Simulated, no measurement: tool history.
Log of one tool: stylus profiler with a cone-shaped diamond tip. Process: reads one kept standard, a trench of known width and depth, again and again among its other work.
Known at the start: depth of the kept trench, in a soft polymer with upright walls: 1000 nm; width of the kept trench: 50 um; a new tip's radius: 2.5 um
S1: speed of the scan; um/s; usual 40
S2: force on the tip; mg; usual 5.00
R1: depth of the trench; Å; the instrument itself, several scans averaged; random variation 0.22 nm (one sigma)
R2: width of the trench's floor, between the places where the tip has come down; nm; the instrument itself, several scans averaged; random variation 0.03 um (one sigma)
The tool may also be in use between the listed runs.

run 1 hour=0.0 | S1=40 S2=5.00 | R1=10212.4 R2=45880
run 2 hour=12.9 | S1=40 S2=5.00 | R1=10214.4 R2=45840
run 3 hour=28.4 | S1=71 S2=5.00 | R1=10218.6 R2=45680
run 4 hour=40.8 | S1=40 S2=5.00 | R1=10214.1 R2=45840
run 5 hour=48.7 | S1=40 S2=5.00 | R1=10214.5 R2=45860
run 6 hour=56.6 | S1=40 S2=5.00 | R1=10214.3 R2=45860
run 7 hour=71.7 | S1=40 S2=5.00 | R1=10214.0 R2=45860
run 8 hour=85.5 | S1=40 S2=6.54 | R1=10255.3 R2=45840
run 9 hour=95.3 | S1=40 S2=6.54 | R1=10257.3 R2=45860
run 10 hour=108.9 | S1=40 S2=12.08 | R1=10386.7 R2=45910
run 11 hour=117.9 | S1=31 S2=12.08 | R1=10389.1 R2=45890
run 12 hour=126.6 | S1=31 S2=2.16 | R1=10122.7 R2=45760
run 13 hour=140.1 | S1=40 S2=3.87 | R1=10179.6 R2=45800
run 14 hour=147.1 | S1=40 S2=3.87 | R1=10178.4 R2=45810
run 15 hour=156.5 | S1=40 S2=3.87 | R1=10182.7 R2=45820
run 16 hour=171.6 | S1=40 S2=3.87 | R1=10180.6 R2=45810
run 17 hour=179.0 | S1=40 S2=3.87 | R1=10177.0 R2=45780
run 18 hour=192.1 | S1=62 S2=5.00 | R1=10214.7 R2=45790
run 19 hour=199.9 | S1=62 S2=5.00 | R1=10217.3 R2=45770
run 20 hour=209.3 | S1=62 S2=5.00 | R1=10213.8 R2=45710
run 21 hour=217.3 | S1=40 S2=5.00 | R1=10211.5 R2=45840
run 22 hour=224.0 | S1=40 S2=5.00 | R1=10212.5 R2=45750
run 23 hour=236.8 | S1=40 S2=7.92 | R1=10290.3 R2=45860
run 24 hour=249.4 | S1=72 S2=3.01 | R1=10153.7 R2=45640
run 25 hour=260.2 | S1=156 S2=3.84 | R1=10178.3 R2=45360
run 26 hour=267.3 | S1=156 S2=3.84 | R1=10177.9 R2=45320
run 27 hour=277.3 | S1=24 S2=3.04 | R1=10154.1 R2=45880
run 28 hour=286.6 | S1=11 S2=4.07 | R1=10184.8 R2=45940
run 29 hour=299.7 | S1=29 S2=1.87 | R1=10109.3 R2=45830
run 30 hour=309.2 | S1=15 S2=5.00 | R1=10218.2 R2=45970
run 31 hour=315.6 | S1=15 S2=5.00 | R1=10213.9 R2=45960
run 32 hour=323.3 | S1=15 S2=5.00 | R1=10213.5 R2=45940
run 33 hour=334.4 | S1=40 S2=3.15 | R1=10155.3 R2=45740
run 34 hour=345.1 | S1=40 S2=3.15 | R1=10160.9 R2=45810
run 35 hour=352.6 | S1=54 S2=6.38 | R1=10251.3 R2=45780
run 36 hour=359.5 | S1=135 S2=3.90 | R1=10187.2 R2=45410
run 37 hour=374.3 | S1=135 S2=3.90 | R1=10181.1 R2=45420
run 38 hour=386.2 | S1=135 S2=3.90 | R1=10178.7 R2=45360
run 39 hour=399.8 | S1=135 S2=3.90 | R1=10179.5 R2=45380
run 40 hour=413.7 | S1=18 S2=8.85 | R1=10315.3 R2=45920
run 41 hour=427.8 | S1=18 S2=8.85 | R1=10312.9 R2=45890
run 42 hour=441.3 | S1=114 S2=2.65 | R1=10136.3 R2=45370
run 43 hour=448.4 | S1=154 S2=2.92 | R1=10150.3 R2=45260
run 44 hour=457.3 | S1=19 S2=10.97 | R1=10367.1 R2=45980

Not shown: 1 entry that the log had between the listed runs. Between which runs, and how does the tool's hidden state differ before and after?
Between runs 23 and 24: new tip fitted, height scale calibrated (hour 245.8)
  radius of the tip, um: 2.53 -> 2.5; height scale over the true one, %: -0.002 -> 0
  measured less the result without the state, R2: -30 -> +0 nm
